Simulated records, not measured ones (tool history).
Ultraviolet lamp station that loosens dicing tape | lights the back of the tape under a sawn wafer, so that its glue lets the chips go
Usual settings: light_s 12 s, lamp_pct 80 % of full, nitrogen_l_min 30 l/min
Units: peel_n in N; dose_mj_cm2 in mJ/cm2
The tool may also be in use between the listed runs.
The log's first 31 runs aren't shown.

run 32 day=10.983 | light_s=17 lamp_pct=63 nitrogen_l_min=51 | peel_n=0.464 dose_mj_cm2=490
run 33 day=11.217 | light_s=18 lamp_pct=79 nitrogen_l_min=30 | peel_n=0.387 dose_mj_cm2=637
run 34 day=11.429 | light_s=21 lamp_pct=74 nitrogen_l_min=30 | peel_n=0.372 dose_mj_cm2=694
run 35 day=11.704 | light_s=10 lamp_pct=80 nitrogen_l_min=32 | peel_n=0.882 dose_mj_cm2=355
run 36 day=11.975 | light_s=7 lamp_pct=80 nitrogen_l_min=28 | peel_n=1.482 dose_mj_cm2=247
run 37 day=12.442 | light_s=11 lamp_pct=69 nitrogen_l_min=28 | peel_n=1.073 dose_mj_cm2=335
run 38 day=12.858 | light_s=11 lamp_pct=69 nitrogen_l_min=28 | peel_n=1.079 dose_mj_cm2=338
run 39 day=13.117 | light_s=17 lamp_pct=80 nitrogen_l_min=30 | peel_n=0.453 dose_mj_cm2=611
run 40 day=13.500 | light_s=17 lamp_pct=80 nitrogen_l_min=30 | peel_n=0.438 dose_mj_cm2=602
run 41 day=13.817 | light_s=16 lamp_pct=80 nitrogen_l_min=30 | peel_n=0.484 dose_mj_cm2=567
run 42 day=14.092 | light_s=15 lamp_pct=90 nitrogen_l_min=46 | peel_n=0.364 dose_mj_cm2=593
run 43 day=14.308 | light_s=15 lamp_pct=90 nitrogen_l_min=46 | peel_n=0.370 dose_mj_cm2=591
run 44 day=14.604 | light_s=12 lamp_pct=82 nitrogen_l_min=18 | peel_n=0.967 dose_mj_cm2=430

Forecast each of these 3 alternatives for the next run:
run A day=15.000 | light_s=22 lamp_pct=76 nitrogen_l_min=26 | peel_n=? dose_mj_cm2=?
run B day=15.000 | light_s=13 lamp_pct=72 nitrogen_l_min=18 | peel_n=? dose_mj_cm2=?
run C day=15.000 | light_s=6 lamp_pct=82 nitrogen_l_min=18 | peel_n=? dose_mj_cm2=?

run=A peel_n=0.366 dose_mj_cm2=740
run=B peel_n=1.017 dose_mj_cm2=409
run=C peel_n=2.067 dose_mj_cm2=217
Without the tool's hidden state the same runs would have given:
run=A peel_n=0.337 dose_mj_cm2=794
run=B peel_n=0.924 dose_mj_cm2=439
run=C peel_n=1.950 dose_mj_cm2=232
